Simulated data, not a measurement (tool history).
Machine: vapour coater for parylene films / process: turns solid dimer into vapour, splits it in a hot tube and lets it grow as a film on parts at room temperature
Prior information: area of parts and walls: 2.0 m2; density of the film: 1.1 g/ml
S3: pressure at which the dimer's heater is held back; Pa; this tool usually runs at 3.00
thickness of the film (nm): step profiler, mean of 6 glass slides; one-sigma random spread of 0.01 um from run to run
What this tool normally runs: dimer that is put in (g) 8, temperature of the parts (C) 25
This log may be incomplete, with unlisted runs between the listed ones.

{"run": 1, "hour": 0.0, "dimer that is put in (g)": 8, "temperature of the parts (C)": 25, "S3": 3.0, "thickness of the film (nm)": 2240}
{"run": 2, "hour": 60.0, "dimer that is put in (g)": 8, "temperature of the parts (C)": 23, "S3": 3.0, "thickness of the film (nm)": 2400}
{"run": 3, "hour": 99.9, "dimer that is put in (g)": 8, "temperature of the parts (C)": 23, "S3": 3.0, "thickness of the film (nm)": 2400}
{"run": 4, "hour": 165.6, "dimer that is put in (g)": 8, "temperature of the parts (C)": 25, "S3": 10.88, "thickness of the film (nm)": 2110}
{"run": 5, "hour": 238.9, "dimer that is put in (g)": 8, "temperature of the parts (C)": 25, "S3": 11.64, "thickness of the film (nm)": 2110}
{"run": 6, "hour": 304.6, "dimer that is put in (g)": 8, "temperature of the parts (C)": 23, "S3": 11.64, "thickness of the film (nm)": 2250}
{"run": 7, "hour": 368.1, "dimer that is put in (g)": 8, "temperature of the parts (C)": 23, "S3": 11.64, "thickness of the film (nm)": 2280}
{"run": 8, "hour": 401.2, "dimer that is put in (g)": 5, "temperature of the parts (C)": 25, "S3": 3.0, "thickness of the film (nm)": 1450}
{"run": 9, "hour": 454.4, "dimer that is put in (g)": 5, "temperature of the parts (C)": 25, "S3": 3.0, "thickness of the film (nm)": 1430}
{"run": 10, "hour": 527.2, "dimer that is put in (g)": 5, "temperature of the parts (C)": 25, "S3": 3.0, "thickness of the film (nm)": 1410}
{"run": 11, "hour": 583.7, "dimer that is put in (g)": 5, "temperature of the parts (C)": 25, "S3": 3.0, "thickness of the film (nm)": 1410}
{"run": 12, "hour": 619.9, "dimer that is put in (g)": 5, "temperature of the parts (C)": 25, "S3": 3.0, "thickness of the film (nm)": 1430}
{"run": 13, "hour": 655.8, "dimer that is put in (g)": 8, "temperature of the parts (C)": 27, "S3": 3.0, "thickness of the film (nm)": 2150}
{"run": 14, "hour": 712.8, "dimer that is put in (g)": 8, "temperature of the parts (C)": 27, "S3": 3.0, "thickness of the film (nm)": 2130}
{"hour": 729.1, "done": "trap's valve overhauled"}
{"run": 15, "hour": 783.4, "dimer that is put in (g)": 8, "temperature of the parts (C)": 27, "S3": 3.0, "thickness of the film (nm)": 2140}
{"run": 16, "hour": 853.0, "dimer that is put in (g)": 8, "temperature of the parts (C)": 25, "S3": 2.55, "thickness of the film (nm)": 2310}
{"run": 17, "hour": 884.6, "dimer that is put in (g)": 8, "temperature of the parts (C)": 25, "S3": 2.55, "thickness of the film (nm)": 2320}
{"run": 18, "hour": 926.9, "dimer that is put in (g)": 8, "temperature of the parts (C)": 25, "S3": 9.58, "thickness of the film (nm)": 2170}
{"run": 19, "hour": 959.8, "dimer that is put in (g)": 8, "temperature of the parts (C)": 20, "S3": 3.0, "thickness of the film (nm)": 2720}
{"run": 20, "hour": 995.2, "dimer that is put in (g)": 8, "temperature of the parts (C)": 20, "S3": 3.0, "thickness of the film (nm)": 2720}
{"run": 21, "hour": 1064.4, "dimer that is put in (g)": 8, "temperature of the parts (C)": 18, "S3": 3.0, "thickness of the film (nm)": 2890}
{"run": 22, "hour": 1125.5, "dimer that is put in (g)": 8, "temperature of the parts (C)": 18, "S3": 3.0, "thickness of the film (nm)": 2920}
{"hour": 1195.2, "done": "table's thermometer calibrated"}
{"run": 23, "hour": 1195.2, "dimer that is put in (g)": 8, "temperature of the parts (C)": 18, "S3": 3.0, "thickness of the film (nm)": 2910}
{"hour": 1207.5, "done": "gauge calibrated"}
{"run": 24, "hour": 1253.7, "dimer that is put in (g)": 8, "temperature of the parts (C)": 18, "S3": 3.0, "thickness of the film (nm)": 2830}
{"run": 25, "hour": 1303.8, "dimer that is put in (g)": 8, "temperature of the parts (C)": 18, "S3": 3.0, "thickness of the film (nm)": 2840}
{"run": 26, "hour": 1341.7, "dimer that is put in (g)": 8, "temperature of the parts (C)": 27, "S3": 2.49, "thickness of the film (nm)": 2120}
{"run": 27, "hour": 1380.2, "dimer that is put in (g)": 8, "temperature of the parts (C)": 29, "S3": 7.01, "thickness of the film (nm)": 1890}
{"run": 28, "hour": 1415.5, "dimer that is put in (g)": 8, "temperature of the parts (C)": 18, "S3": 3.0, "thickness of the film (nm)": 2840}
{"hour": 1457.3, "done": "trap's valve overhauled"}
{"run": 29, "hour": 1480.0, "dimer that is put in (g)": 13, "temperature of the parts (C)": 19, "S3": 3.51, "thickness of the film (nm)": 4470}
{"run": 30, "hour": 1548.0, "dimer that is put in (g)": 13, "temperature of the parts (C)": 19, "S3": 3.51, "thickness of the film (nm)": 4440}
{"run": 31, "hour": 1591.9, "dimer that is put in (g)": 4, "temperature of the parts (C)": 25, "S3": 7.23, "thickness of the film (nm)": 1090}
{"run": 32, "hour": 1640.5, "dimer that is put in (g)": 5, "temperature of the parts (C)": 37, "S3": 3.63, "thickness of the film (nm)": 930}
{"run": 33, "hour": 1702.9, "dimer that is put in (g)": 5, "temperature of the parts (C)": 27, "S3": 7.49, "thickness of the film (nm)": 1290}
{"run": 34, "hour": 1745.7, "dimer that is put in (g)": 7, "temperature of the parts (C)": 31, "S3": 3.0, "thickness of the film (nm)": 1630}
{"run": 35, "hour": 1780.2, "dimer that is put in (g)": 7, "temperature of the parts (C)": 31, "S3": 3.0, "thickness of the film (nm)": 1640}
{"run": 36, "hour": 1818.2, "dimer that is put in (g)": 6, "temperature of the parts (C)": 22, "S3": 3.89, "thickness of the film (nm)": 1850}
{"run": 37, "hour": 1878.3, "dimer that is put in (g)": 3, "temperature of the parts (C)": 23, "S3": 3.0, "thickness of the film (nm)": 930}
{"run": 38, "hour": 1950.7, "dimer that is put in (g)": 3, "temperature of the parts (C)": 23, "S3": 3.0, "thickness of the film (nm)": 910}
{"run": 39, "hour": 1988.7, "dimer that is put in (g)": 3, "temperature of the parts (C)": 19, "S3": 6.53, "thickness of the film (nm)": 1020}
{"run": 40, "hour": 2048.0, "dimer that is put in (g)": 8, "temperature of the parts (C)": 35, "S3": 3.0, "thickness of the film (nm)": 1650}
{"run": 41, "hour": 2077.9, "dimer that is put in (g)": 8, "temperature of the parts (C)": 34, "S3": 3.0, "thickness of the film (nm)": 1690}
{"run": 42, "hour": 2113.5, "dimer that is put in (g)": 13, "temperature of the parts (C)": 34, "S3": 4.16, "thickness of the film (nm)": 2730}
{"run": 43, "hour": 2160.1, "dimer that is put in (g)": 4, "temperature of the parts (C)": 17, "S3": 4.93, "thickness of the film (nm)": 1460}
{"hour": 2183.5, "done": "trap's valve overhauled"}
{"run": 44, "hour": 2220.9, "dimer that is put in (g)": 4, "temperature of the parts (C)": 17, "S3": 2.19, "thickness of the film (nm)": 1520}
{"run": 45, "hour": 2282.7, "dimer that is put in (g)": 7, "temperature of the parts (C)": 24, "S3": 8.05, "thickness of the film (nm)": 1990}
{"run": 46, "hour": 2333.4, "dimer that is put in (g)": 7, "temperature of the parts (C)": 24, "S3": 8.05, "thickness of the film (nm)": 1970}
{"run": 47, "hour": 2400.6, "dimer that is put in (g)": 10, "temperature of the parts (C)": 27, "S3": 3.7, "thickness of the film (nm)": 2670}

How would selected steps in thickness of the film (nm) from run to run divide? Give the signed amount a tool lacking its hidden state would still show from settings, what came in and random variation, and the signed amount left for the hidden state, including any gauge scatter that is not in both of the compared results.
Hidden conditions of the tool in this case: vapour lost through the trap's worn valve, %; true temperature of the parts over the reading, C; drift of the gauge itself on film_um, %.
Run 23 -> 24: gauge calibrated. thickness of the film (nm) -80: hidden state -70, all else -10.
Run 28 -> 29: dimer that is put in (g) 8 -> 13, temperature of the parts (C) 18 -> 19, S3 3.00 -> 3.51, trap's valve overhauled. thickness of the film (nm) +1630: hidden state +30, all else +1600.
Run 30 -> 31: dimer that is put in (g) 13 -> 4, temperature of the parts (C) 19 -> 25, S3 3.51 -> 7.23. thickness of the film (nm) -3350: hidden state -30, all else -3320.
Run 42 -> 43: dimer that is put in (g) 13 -> 4, temperature of the parts (C) 34 -> 17, S3 4.16 -> 4.93. thickness of the film (nm) -1270: hidden state -20, all else -1250.
